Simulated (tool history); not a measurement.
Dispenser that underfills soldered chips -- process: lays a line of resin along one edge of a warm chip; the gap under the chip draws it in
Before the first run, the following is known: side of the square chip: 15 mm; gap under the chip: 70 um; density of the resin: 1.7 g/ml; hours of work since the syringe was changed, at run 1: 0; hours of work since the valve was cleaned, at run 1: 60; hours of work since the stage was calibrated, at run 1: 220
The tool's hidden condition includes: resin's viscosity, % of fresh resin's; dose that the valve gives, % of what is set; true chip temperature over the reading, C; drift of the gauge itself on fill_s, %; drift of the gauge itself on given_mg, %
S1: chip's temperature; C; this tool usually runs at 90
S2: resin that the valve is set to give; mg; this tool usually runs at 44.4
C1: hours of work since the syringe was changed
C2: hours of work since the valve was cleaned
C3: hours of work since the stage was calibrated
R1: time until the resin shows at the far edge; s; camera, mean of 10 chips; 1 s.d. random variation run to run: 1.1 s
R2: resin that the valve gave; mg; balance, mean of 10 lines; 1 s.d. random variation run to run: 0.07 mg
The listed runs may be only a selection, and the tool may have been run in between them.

Run 1, hour 0.0: usual settings; C1 0; C2 60; C3 220. Result: R1 111.3 s, R2 43.48 mg.
Run 2, hour 5.1: usual settings; C1 4; C2 63; C3 224. Result: R1 158.1 s, R2 43.38 mg.
At hour 9.0: new syringe of resin.
Run 3, hour 11.6: usual settings; C1 2; C2 68; C3 229. Result: R1 127.5 s, R2 43.38 mg.
Run 4, hour 17.1: usual settings; C1 6; C2 72; C3 233. Result: R1 184.4 s, R2 43.29 mg.
At hour 18.9: new syringe of resin.
At hour 22.8: dispensing valve cleaned and set on the balance.
Run 5, hour 28.5: usual settings; C1 6; C2 4; C3 240. Result: R1 191.0 s, R2 44.37 mg.
At hour 29.4: new syringe of resin.
Run 6, hour 38.3: usual settings; C1 7; C2 11; C3 247. Result: R1 191.5 s, R2 44.35 mg.
At hour 39.2: new syringe of resin.
Run 7, hour 48.1: usual settings; C1 7; C2 18; C3 254. Result: R1 195.4 s, R2 44.14 mg.
At hour 49.4: new syringe of resin.
Run 8, hour 53.5: usual settings; C1 3; C2 22; C3 258. Result: R1 142.1 s, R2 44.10 mg.
At hour 59.4: new syringe of resin.
Run 9, hour 60.7: usual settings; C1 1; C2 27; C3 263. Result: R1 118.4 s, R2 44.12 mg.
Run 10, hour 66.9: usual settings; C1 6; C2 32; C3 268. Result: R1 178.6 s, R2 44.08 mg.
At hour 69.1: new syringe of resin.
Run 11, hour 74.2: usual settings but S1 86 C; C1 4; C2 37; C3 273. Result: R1 179.8 s, R2 44.04 mg.
At hour 78.8: new syringe of resin.
Run 12, hour 78.8: usual settings but S1 86 C; C1 0; C2 40; C3 276. Result: R1 129.6 s, R2 43.90 mg.
Run 13, hour 86.0: usual settings but S1 86 C; C1 5; C2 45; C3 281. Result: R1 203.2 s, R2 43.94 mg.
At hour 88.6: new syringe of resin.
Run 14, hour 92.4: usual settings but S1 75 C; C1 3; C2 50; C3 286. Result: R1 263.3 s, R2 43.94 mg.
Run 15, hour 97.5: usual settings; C1 7; C2 54; C3 290. Result: R1 197.3 s, R2 43.83 mg.
At hour 98.7: new syringe of resin.
Run 16, hour 105.9: usual settings but S1 77 C; C1 5; C2 60; C3 296. Result: R1 299.3 s, R2 43.57 mg.
At hour 108.7: new syringe of resin.
Run 17, hour 114.1: usual settings but S1 77 C; C1 4; C2 66; C3 302. Result: R1 269.7 s, R2 43.48 mg.
At hour 118.6: new syringe of resin.
Run 18, hour 121.2: usual settings but S1 95 C, S2 41.3 mg; C1 2; C2 71; C3 307. Result: R1 106.6 s, R2 40.50 mg.
At hour 128.6: dispensing valve cleaned and set on the balance.
At hour 129.1: new syringe of resin.
Run 19, hour 129.1: usual settings but S1 78 C, S2 41.3 mg; C1 0; C2 0; C3 311. Result: R1 179.0 s, R2 41.30 mg.
Run 20, hour 133.5: usual settings but S1 82 C, S2 57.5 mg; C1 3; C2 3; C3 315. Result: R1 196.9 s, R2 57.31 mg.
At hour 138.6: new syringe of resin.
Run 21, hour 140.1: usual settings but S2 45.1 mg; C1 1; C2 8; C3 319. Result: R1 117.8 s, R2 44.85 mg.
At hour 148.4: new syringe of resin.
Run 22, hour 150.6: usual settings but S2 45.1 mg; C1 2; C2 16; C3 327. Result: R1 127.3 s, R2 44.75 mg.
At hour 158.3: new syringe of resin.
Run 23, hour 159.0: usual settings but S1 78 C, S2 49.7 mg; C1 1; C2 22; C3 333. Result: R1 184.1 s, R2 49.28 mg.
At hour 168.1: new syringe of resin.
Run 24, hour 168.5: usual settings but S1 103 C, S2 40.9 mg; C1 0; C2 28; C3 340. Result: R1 68.5 s, R2 40.54 mg.
Run 25, hour 176.9: usual settings but S1 77 C, S2 50.4 mg; C1 6; C2 35; C3 346. Result: R1 332.4 s, R2 49.68 mg.
At hour 177.6: new syringe of resin.
Run 26, hour 186.4: usual settings but S1 102 C, S2 53.9 mg; C1 7; C2 41; C3 353. Result: R1 123.1 s, R2 53.20 mg.
At hour 187.4: new syringe of resin.
Run 27, hour 195.8: usual settings but S1 102 C, S2 53.9 mg; C1 6; C2 48; C3 359. Result: R1 119.2 s, R2 53.01 mg.
At hour 197.3: new syringe of resin.
Run 28, hour 201.2: usual settings but S1 99 C, S2 49.8 mg; C1 3; C2 52; C3 363. Result: R1 104.0 s, R2 49.01 mg.
At hour 207.4: new syringe of resin.
Run 29, hour 210.8: usual settings but S2 46.8 mg; C1 3; C2 59; C3 370. Result: R1 135.6 s, R2 45.88 mg.
At hour 216.9: new syringe of resin.
Run 30, hour 220.0: usual settings but S1 84 C, S2 54.5 mg; C1 2; C2 65; C3 377. Result: R1 171.6 s, R2 53.33 mg.
At hour 226.8: new syringe of resin.
Run 31, hour 229.6: usual settings but S1 94 C, S2 47.5 mg; C1 2; C2 72; C3 383. Result: R1 114.7 s, R2 46.31 mg.

Describe how what the log doesn't record of the tool's condition differs between the last listed run preceding each entry between runs and the first listed run following it.
From run 2 to run 3: new syringe of resin (hour 9.0)
  resin's viscosity, % of fresh resin's: 146 -> 119.1; dose that the valve gives, % of what is set: 97.94 -> 97.78; true chip temperature over the reading, C: -1.07 -> -1.08
  measured less the result without the state, R1: +54.6 -> +25.2 s; R2: -0.91 -> -0.98 mg
From run 4 to run 5: new syringe of resin (hour 18.9); dispensing valve cleaned and set on the balance (hour 22.8)
  resin's viscosity, % of fresh resin's: 172 -> 176.2; dose that the valve gives, % of what is set: 97.64 -> 100.09; true chip temperature over the reading, C: -1.1 -> -1.13
  measured less the result without the state, R1: +81.9 -> +87.3 s; R2: -1.04 -> +0.04 mg
From run 5 to run 6: new syringe of resin (hour 29.4)
  resin's viscosity, % of fresh resin's: 176.2 -> 179.1; dose that the valve gives, % of what is set: 100.09 -> 99.85; true chip temperature over the reading, C: -1.13 -> -1.15
  measured less the result without the state, R1: +87.3 -> +89.4 s; R2: +0.04 -> -0.07 mg
From run 6 to run 7: new syringe of resin (hour 39.2)
  resin's viscosity, % of fresh resin's: 179.1 -> 181.3; dose that the valve gives, % of what is set: 99.85 -> 99.62; true chip temperature over the reading, C: -1.15 -> -1.18
  measured less the result without the state, R1: +89.4 -> +92.7 s; R2: -0.07 -> -0.17 mg
From run 7 to run 8: new syringe of resin (hour 49.4)
  resin's viscosity, % of fresh resin's: 181.3 -> 131; dose that the valve gives, % of what is set: 99.62 -> 99.5; true chip temperature over the reading, C: -1.18 -> -1.19
  measured less the result without the state, R1: +92.7 -> +38.7 s; R2: -0.17 -> -0.22 mg
From run 8 to run 9: new syringe of resin (hour 59.4)
  resin's viscosity, % of fresh resin's: 131 -> 109.4; dose that the valve gives, % of what is set: 99.5 -> 99.33; true chip temperature over the reading, C: -1.19 -> -1.21
  measured less the result without the state, R1: +38.7 -> +15.3 s; R2: -0.22 -> -0.30 mg
From run 10 to run 11: new syringe of resin (hour 69.1)
  resin's viscosity, % of fresh resin's: 164.3 -> 141.8; dose that the valve gives, % of what is set: 99.19 -> 99.01; true chip temperature over the reading, C: -1.23 -> -1.25
  measured less the result without the state, R1: +75.1 -> +59.4 s; R2: -0.36 -> -0.44 mg
From run 11 to run 12: new syringe of resin (hour 78.8)
  resin's viscosity, % of fresh resin's: 141.8 -> 99.9; dose that the valve gives, % of what is set: 99.01 -> 98.9; true chip temperature over the reading, C: -1.25 -> -1.26
  measured less the result without the state, R1: +59.4 -> +6.5 s; R2: -0.44 -> -0.48 mg
From run 13 to run 14: new syringe of resin (hour 88.6)
  resin's viscosity, % of fresh resin's: 160.4 -> 130.4; dose that the valve gives, % of what is set: 98.74 -> 98.61; true chip temperature over the reading, C: -1.28 -> -1.3
  measured less the result without the state, R1: +83.2 -> +72.5 s; R2: -0.56 -> -0.62 mg
From run 15 to run 16: new syringe of resin (hour 98.7)
  resin's viscosity, % of fresh resin's: 182.5 -> 159.7; dose that the valve gives, % of what is set: 98.5 -> 98.29; true chip temperature over the reading, C: -1.31 -> -1.33
  measured less the result without the state, R1: +94.8 -> +122.6 s; R2: -0.67 -> -0.75 mg
From run 16 to run 17: new syringe of resin (hour 108.7)
  resin's viscosity, % of fresh resin's: 159.7 -> 143.3; dose that the valve gives, % of what is set: 98.29 -> 98.11; true chip temperature over the reading, C: -1.33 -> -1.36
  measured less the result without the state, R1: +122.6 -> +92.5 s; R2: -0.75 -> -0.84 mg
From run 17 to run 18: new syringe of resin (hour 118.6)
  resin's viscosity, % of fresh resin's: 143.3 -> 118.3; dose that the valve gives, % of what is set: 98.11 -> 97.94; true chip temperature over the reading, C: -1.36 -> -1.38
  measured less the result without the state, R1: +92.5 -> +21.4 s; R2: -0.84 -> -0.85 mg
From run 18 to run 19: dispensing valve cleaned and set on the balance (hour 128.6); new syringe of resin (hour 129.1)
  resin's viscosity, % of fresh resin's: 118.3 -> 98.6; dose that the valve gives, % of what is set: 97.94 -> 99.83; true chip temperature over the reading, C: -1.38 -> -1.39
  measured less the result without the state, R1: +21.4 -> +7.9 s; R2: -0.85 -> -0.07 mg
From run 20 to run 21: new syringe of resin (hour 138.6)
  resin's viscosity, % of fresh resin's: 132 -> 110.5; dose that the valve gives, % of what is set: 99.72 -> 99.58; true chip temperature over the reading, C: -1.41 -> -1.42
  measured less the result without the state, R1: +56.3 -> +17.1 s; R2: -0.16 -> -0.19 mg
From run 21 to run 22: new syringe of resin (hour 148.4)
  resin's viscosity, % of fresh resin's: 110.5 -> 117.2; dose that the valve gives, % of what is set: 99.58 -> 99.32; true chip temperature over the reading, C: -1.42 -> -1.45
  measured less the result without the state, R1: +17.1 -> +25.0 s; R2: -0.19 -> -0.31 mg
From run 22 to run 23: new syringe of resin (hour 158.3)
  resin's viscosity, % of fresh resin's: 117.2 -> 102.3; dose that the valve gives, % of what is set: 99.32 -> 99.14; true chip temperature over the reading, C: -1.45 -> -1.48
  measured less the result without the state, R1: +25.0 -> +15.1 s; R2: -0.31 -> -0.43 mg
From run 23 to run 24: new syringe of resin (hour 168.1)
  resin's viscosity, % of fresh resin's: 102.3 -> 102.2; dose that the valve gives, % of what is set: 99.14 -> 98.92; true chip temperature over the reading, C: -1.48 -> -1.5
  measured less the result without the state, R1: +15.1 -> +5.2 s; R2: -0.43 -> -0.44 mg
From run 25 to run 26: new syringe of resin (hour 177.6)
  resin's viscosity, % of fresh resin's: 177.3 -> 181.2; dose that the valve gives, % of what is set: 98.7 -> 98.5; true chip temperature over the reading, C: -1.53 -> -1.56
  measured less the result without the state, R1: +156.6 -> +58.9 s; R2: -0.66 -> -0.81 mg
From run 26 to run 27: new syringe of resin (hour 187.4)
  resin's viscosity, % of fresh resin's: 181.2 -> 174.2; dose that the valve gives, % of what is set: 98.5 -> 98.29; true chip temperature over the reading, C: -1.56 -> -1.58
  measured less the result without the state, R1: +58.9 -> +54.5 s; R2: -0.81 -> -0.93 mg
From run 27 to run 28: new syringe of resin (hour 197.3)
  resin's viscosity, % of fresh resin's: 174.2 -> 132.2; dose that the valve gives, % of what is set: 98.29 -> 98.18; true chip temperature over the reading, C: -1.58 -> -1.59
  measured less the result without the state, R1: +54.5 -> +30.0 s; R2: -0.93 -> -0.91 mg
From run 28 to run 29: new syringe of resin (hour 207.4)
  resin's viscosity, % of fresh resin's: 132.2 -> 123.3; dose that the valve gives, % of what is set: 98.18 -> 97.97; true chip temperature over the reading, C: -1.59 -> -1.62
  measured less the result without the state, R1: +30.0 -> +32.6 s; R2: -0.91 -> -0.95 mg
From run 29 to run 30: new syringe of resin (hour 216.9)
  resin's viscosity, % of fresh resin's: 123.3 -> 123.2; dose that the valve gives, % of what is set: 97.97 -> 97.76; true chip temperature over the reading, C: -1.62 -> -1.64
  measured less the result without the state, R1: +32.6 -> +41.4 s; R2: -0.95 -> -1.23 mg
From run 30 to run 31: new syringe of resin (hour 226.8)
  resin's viscosity, % of fresh resin's: 123.2 -> 121.5; dose that the valve gives, % of what is set: 97.76 -> 97.54; true chip temperature over the reading, C: -1.64 -> -1.67
  measured less the result without the state, R1: +41.4 -> +26.3 s; R2: -1.23 -> -1.16 mg
